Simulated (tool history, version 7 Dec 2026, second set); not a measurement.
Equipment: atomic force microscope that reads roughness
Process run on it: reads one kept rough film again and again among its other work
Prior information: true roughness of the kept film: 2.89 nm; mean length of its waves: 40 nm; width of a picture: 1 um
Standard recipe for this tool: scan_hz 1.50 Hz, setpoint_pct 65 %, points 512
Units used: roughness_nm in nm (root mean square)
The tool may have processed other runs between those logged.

run,day,scan_hz,setpoint_pct,points,roughness_nm
1,0.000,1.50,65,512,2.545
# day 0.558: new tip fitted
2,0.700,1.50,65,512,2.667
3,1.746,3.29,65,512,2.502
4,2.300,0.54,65,512,2.721
5,3.662,1.50,75,512,2.547
6,4.588,1.50,65,512,2.642
7,5.304,1.50,65,266,2.599
8,6.450,1.50,65,266,2.608
9,7.229,1.50,65,512,2.610

Predict the results of run 10:
10,8.362,1.23,85,569,?

{"run 10": {"roughness_nm": 2.436}}
With no hidden state in the tool, this same run would have given roughness_nm 2.478 nm (root mean square).

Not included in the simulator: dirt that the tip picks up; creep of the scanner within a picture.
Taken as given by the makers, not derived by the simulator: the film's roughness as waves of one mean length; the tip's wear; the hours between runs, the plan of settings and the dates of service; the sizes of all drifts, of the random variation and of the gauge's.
